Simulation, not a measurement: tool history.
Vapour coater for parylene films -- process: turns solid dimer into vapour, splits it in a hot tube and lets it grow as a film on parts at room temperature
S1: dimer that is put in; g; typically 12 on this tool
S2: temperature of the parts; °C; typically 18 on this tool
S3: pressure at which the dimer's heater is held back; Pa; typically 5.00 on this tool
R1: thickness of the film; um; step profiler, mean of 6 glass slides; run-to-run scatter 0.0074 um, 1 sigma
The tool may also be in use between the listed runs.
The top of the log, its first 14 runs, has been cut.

| run | hour | S1 | S2 | S3 | R1 |
|---|---|---|---|---|---|
| 15 | 627.6 | 12 | 10 | 5.00 | 4.173 |
| 16 | 659.0 | 12 | 10 | 5.00 | 4.183 |
| 17 | 685.2 | 12 | 27 | 5.00 | 2.357 |
| 18 | 744.1 | 12 | 27 | 5.94 | 2.304 |
| 19 | 779.7 | 12 | 17 | 5.94 | 3.209 |
| 20 | 834.2 | 12 | 17 | 5.94 | 3.211 |
| 21 | 860.5 | 12 | 17 | 5.94 | 3.211 |
| 22 | 907.7 | 12 | 13 | 5.00 | 3.767 |
| 23 | 938.3 | 15 | 24 | 11.67 | 2.883 |
| 24 | 991.6 | 15 | 24 | 3.70 | 3.394 |
| 25 | 1033.6 | 15 | 24 | 3.70 | 3.401 |
| 26 | 1060.8 | 9 | 29 | 5.24 | 1.642 |
| 27 | 1120.5 | 9 | 29 | 5.24 | 1.635 |
|  | 1130.3 | trap's valve overhauled |
| 28 | 1172.4 | 12 | 16 | 10.56 | 3.079 |
| 29 | 1227.6 | 12 | 16 | 10.56 | 3.071 |
| 30 | 1289.4 | 12 | 16 | 10.56 | 3.071 |
| 31 | 1346.4 | 11 | 10 | 4.57 | 3.877 |
|  | 1392.8 | table's thermometer calibrated |
| 32 | 1409.1 | 5 | 10 | 4.57 | 1.754 |
| 33 | 1450.4 | 5 | 10 | 4.57 | 1.753 |
| 34 | 1504.2 | 5 | 10 | 4.57 | 1.755 |
| 35 | 1553.5 | 19 | 10 | 3.16 | 7.028 |
| 36 | 1615.0 | 19 | 19 | 3.16 | 5.203 |
| 37 | 1662.7 | 6 | 27 | 9.81 | 1.070 |
|  | 1687.5 | trap's valve overhauled |
| 38 | 1700.2 | 6 | 27 | 9.81 | 1.070 |
| 39 | 1745.9 | 12 | 27 | 10.41 | 2.127 |

Here are 3 independent what-if runs from the current tool condition. What would each one return?
| A | 1775.8 | 12 | 18 | 10.71 | ? |
| B | 1775.8 | 7 | 29 | 11.78 | ? |
| C | 1775.8 | 7 | 25 | 10.41 | ? |

| run | R1 |
|---|---|
| A | 2.847 |
| B | 1.144 |
| C | 1.318 |
Take away the tool's hidden state, keep each run's random variation, and the runs would have read:
| run | R1 |
|---|---|
| A | 2.848 |
| B | 1.145 |
| C | 1.319 |
